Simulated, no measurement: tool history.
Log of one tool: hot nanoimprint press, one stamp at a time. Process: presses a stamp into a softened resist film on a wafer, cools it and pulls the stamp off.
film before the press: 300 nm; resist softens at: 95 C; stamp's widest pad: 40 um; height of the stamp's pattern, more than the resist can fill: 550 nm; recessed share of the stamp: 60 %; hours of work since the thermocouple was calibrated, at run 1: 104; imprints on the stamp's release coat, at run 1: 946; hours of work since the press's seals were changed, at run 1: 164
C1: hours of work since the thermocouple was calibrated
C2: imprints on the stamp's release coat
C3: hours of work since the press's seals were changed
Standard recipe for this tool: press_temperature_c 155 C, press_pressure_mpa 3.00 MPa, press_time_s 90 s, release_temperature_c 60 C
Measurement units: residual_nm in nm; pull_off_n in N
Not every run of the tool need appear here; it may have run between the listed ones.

run 1 hour=0.0 | press_temperature_c=155 press_pressure_mpa=3.00 press_time_s=90 release_temperature_c=60 | C1=104 C2=946 C3=164 | residual_nm=118.2 pull_off_n=200
run 2 hour=19.0 | press_temperature_c=161 press_pressure_mpa=3.00 press_time_s=90 release_temperature_c=60 | C1=112 C2=1002 C3=172 | residual_nm=78.3 pull_off_n=198
run 3 hour=34.3 | press_temperature_c=155 press_pressure_mpa=3.00 press_time_s=90 release_temperature_c=60 | C1=119 C2=1047 C3=179 | residual_nm=118.7 pull_off_n=194
run 4 hour=58.1 | press_temperature_c=155 press_pressure_mpa=3.00 press_time_s=111 release_temperature_c=60 | C1=129 C2=1117 C3=189 | residual_nm=108.9 pull_off_n=202
run 5 hour=85.1 | press_temperature_c=145 press_pressure_mpa=3.00 press_time_s=90 release_temperature_c=60 | C1=141 C2=1196 C3=201 | residual_nm=218.2 pull_off_n=214
run 6 hour=100.1 | press_temperature_c=145 press_pressure_mpa=3.00 press_time_s=90 release_temperature_c=60 | C1=147 C2=1240 C3=208 | residual_nm=219.1 pull_off_n=217
run 7 hour=118.8 | press_temperature_c=145 press_pressure_mpa=3.00 press_time_s=90 release_temperature_c=61 | C1=156 C2=1295 C3=216 | residual_nm=220.0 pull_off_n=214
run 8 hour=143.9 | press_temperature_c=145 press_pressure_mpa=3.00 press_time_s=90 release_temperature_c=61 | C1=167 C2=1369 C3=227 | residual_nm=219.5 pull_off_n=211
run 9 hour=170.2 | press_temperature_c=145 press_pressure_mpa=3.00 press_time_s=90 release_temperature_c=61 | C1=178 C2=1446 C3=238 | residual_nm=220.2 pull_off_n=227
run 10 hour=186.0 | press_temperature_c=145 press_pressure_mpa=3.00 press_time_s=90 release_temperature_c=61 | C1=185 C2=1492 C3=245 | residual_nm=221.0 pull_off_n=230
run 11 hour=209.6 | press_temperature_c=145 press_pressure_mpa=3.00 press_time_s=90 release_temperature_c=61 | C1=195 C2=1562 C3=255 | residual_nm=220.6 pull_off_n=236
run 12 hour=236.1 | press_temperature_c=155 press_pressure_mpa=3.00 press_time_s=90 release_temperature_c=60 | C1=207 C2=1640 C3=267 | residual_nm=123.2 pull_off_n=243
run 13 hour=247.5 | press_temperature_c=155 press_pressure_mpa=3.00 press_time_s=90 release_temperature_c=60 | C1=212 C2=1673 C3=272 | residual_nm=119.7 pull_off_n=250
run 14 hour=262.1 | press_temperature_c=155 press_pressure_mpa=3.00 press_time_s=90 release_temperature_c=60 | C1=218 C2=1716 C3=278 | residual_nm=119.7 pull_off_n=258
run 15 hour=286.8 | press_temperature_c=155 press_pressure_mpa=3.00 press_time_s=90 release_temperature_c=60 | C1=229 C2=1789 C3=289 | residual_nm=121.1 pull_off_n=257
run 16 hour=303.9 | press_temperature_c=159 press_pressure_mpa=4.37 press_time_s=99 release_temperature_c=60 | C1=236 C2=1839 C3=296 | residual_nm=73.5 pull_off_n=245
run 17 hour=315.4 | press_temperature_c=159 press_pressure_mpa=4.37 press_time_s=99 release_temperature_c=60 | C1=241 C2=1873 C3=301 | residual_nm=74.8 pull_off_n=265
run 18 hour=336.3 | press_temperature_c=159 press_pressure_mpa=4.37 press_time_s=125 release_temperature_c=58 | C1=250 C2=1934 C3=310 | residual_nm=67.1 pull_off_n=277
run 19 hour=356.5 | press_temperature_c=167 press_pressure_mpa=2.40 press_time_s=104 release_temperature_c=51 | C1=259 C2=1993 C3=319 | residual_nm=56.2 pull_off_n=325
run 20 hour=373.9 | press_temperature_c=155 press_pressure_mpa=4.12 press_time_s=137 release_temperature_c=60 | C1=267 C2=2044 C3=327 | residual_nm=89.3 pull_off_n=270
run 21 hour=398.6 | press_temperature_c=167 press_pressure_mpa=4.12 press_time_s=159 release_temperature_c=60 | C1=277 C2=2117 C3=337 | residual_nm=35.0 pull_off_n=276
run 22 hour=412.0 | press_temperature_c=150 press_pressure_mpa=3.00 press_time_s=90 release_temperature_c=60 | C1=283 C2=2156 C3=343 | residual_nm=168.9 pull_off_n=280
run 23 hour=437.2 | press_temperature_c=150 press_pressure_mpa=3.00 press_time_s=90 release_temperature_c=60 | C1=294 C2=2230 C3=354 | residual_nm=168.4 pull_off_n=283
-- hour=454.5 stamp cleaned and given a new release coat
run 24 hour=455.9 | press_temperature_c=150 press_pressure_mpa=3.00 press_time_s=90 release_temperature_c=63 | C1=300 C2=5 C3=360 | residual_nm=168.4 pull_off_n=131
run 25 hour=474.9 | press_temperature_c=150 press_pressure_mpa=3.00 press_time_s=90 release_temperature_c=63 | C1=308 C2=60 C3=368 | residual_nm=169.3 pull_off_n=132
run 26 hour=498.3 | press_temperature_c=150 press_pressure_mpa=3.49 press_time_s=90 release_temperature_c=63 | C1=318 C2=129 C3=378 | residual_nm=161.1 pull_off_n=136
run 27 hour=521.5 | press_temperature_c=150 press_pressure_mpa=3.49 press_time_s=90 release_temperature_c=63 | C1=328 C2=197 C3=388 | residual_nm=162.1 pull_off_n=136
run 28 hour=547.6 | press_temperature_c=150 press_pressure_mpa=3.49 press_time_s=90 release_temperature_c=63 | C1=340 C2=274 C3=400 | residual_nm=162.1 pull_off_n=146
-- hour=570.1 plate thermocouple calibrated
run 29 hour=570.3 | press_temperature_c=151 press_pressure_mpa=3.84 press_time_s=90 release_temperature_c=60 | C1=0 C2=332 C3=408 | residual_nm=145.6 pull_off_n=154
run 30 hour=594.8 | press_temperature_c=151 press_pressure_mpa=3.84 press_time_s=90 release_temperature_c=51 | C1=11 C2=404 C3=419 | residual_nm=145.2 pull_off_n=199

Hidden state at the last listed run before each entry between runs and at the first one after, where it differs:
In the gap between runs 23 and 24: stamp cleaned and given a new release coat (hour 454.5)
  true temperature over the reading, C: -0.4 -> -0.41; pressure that arrives at the usual setting, %: 97.27 -> 97.22; grip of the stamp's worn release coat, % over a new coat's: 105.6 -> 0.2
  difference, measured minus the result without the unlogged condition, residual_nm: +5.7 -> +5.9 nm; pull_off_n: +148 -> +2 N
In the gap between runs 28 and 29: plate thermocouple calibrated (hour 570.1)
  true temperature over the reading, C: -0.47 -> -0.22; pressure that arrives at the usual setting, %: 96.91 -> 96.84; grip of the stamp's worn release coat, % over a new coat's: 11.4 -> 13.9
  difference, measured minus the result without the unlogged condition, residual_nm: +7.0 -> +4.5 nm; pull_off_n: +16 -> +20 N

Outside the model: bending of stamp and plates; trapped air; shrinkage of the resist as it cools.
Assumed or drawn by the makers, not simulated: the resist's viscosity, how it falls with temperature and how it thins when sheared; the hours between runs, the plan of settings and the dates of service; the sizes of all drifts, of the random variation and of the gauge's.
